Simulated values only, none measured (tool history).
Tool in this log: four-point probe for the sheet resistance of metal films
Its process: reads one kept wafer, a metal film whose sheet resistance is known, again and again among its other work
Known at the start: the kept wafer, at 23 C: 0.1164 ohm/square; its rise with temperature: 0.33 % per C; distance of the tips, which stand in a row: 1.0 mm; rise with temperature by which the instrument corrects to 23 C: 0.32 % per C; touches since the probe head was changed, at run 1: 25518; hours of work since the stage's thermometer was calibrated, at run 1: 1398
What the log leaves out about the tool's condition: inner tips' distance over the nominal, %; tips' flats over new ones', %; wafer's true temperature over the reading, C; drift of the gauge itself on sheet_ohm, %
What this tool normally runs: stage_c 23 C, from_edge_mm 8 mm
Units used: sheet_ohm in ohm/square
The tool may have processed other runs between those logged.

run	hour	stage_c	from_edge_mm	touches since the probe head was changed	hours of work since the stage's thermometer was calibrated	sheet_ohm
1	0.0	23	8	25518	1398	0.118008
2	31.1	23	8	26326	1417	0.118036
3	62.7	23	8	27149	1436	0.117962
4	100.3	23	8	28128	1459	0.117980
5	158.3	23	8	29636	1494	0.118001
6	207.6	22	8	30918	1524	0.118012
7	264.8	23	8	32406	1559	0.117927
8	291.2	23	8	33093	1575	0.117945
9	348.9	23	8	34594	1610	0.117929
10	408.0	23	8	36132	1646	0.117911
11	446.1	23	8	37125	1670	0.117874
12	503.1	23	8	38608	1704	0.117949
13	539.0	20	4	39541	1726	0.120709
# hour 545.0: stage's thermometer calibrated
14	577.0	32	10	40516	20	0.117609
15	633.3	34	34	41982	54	0.117017
16	686.1	34	34	43355	86	0.117016
17	741.7	34	34	44801	120	0.117011
# hour 757.5: stage's thermometer calibrated, once more
18	788.8	34	34	46015	19	0.117228
19	830.3	24	3	47094	44	0.123651
20	877.4	24	3	48320	73	0.123622
21	937.4	24	3	49881	110	0.123623
22	997.4	28	46	51440	146	0.117122
23	1055.7	32	30	52958	182	0.117120

Each row is a separate what-if for the run after 23, all from the same tool condition, not one after another. Results?
A	1108.5	18	8	54332	214	?
B	1108.5	21	41	54332	214	?
C	1108.5	26	8	54332	214	?

run	sheet_ohm
A	0.117910
B	0.116988
C	0.117969
Without the tool's unlogged condition, the same runs would have read:
run	sheet_ohm
A	0.117305
B	0.116387
C	0.117363
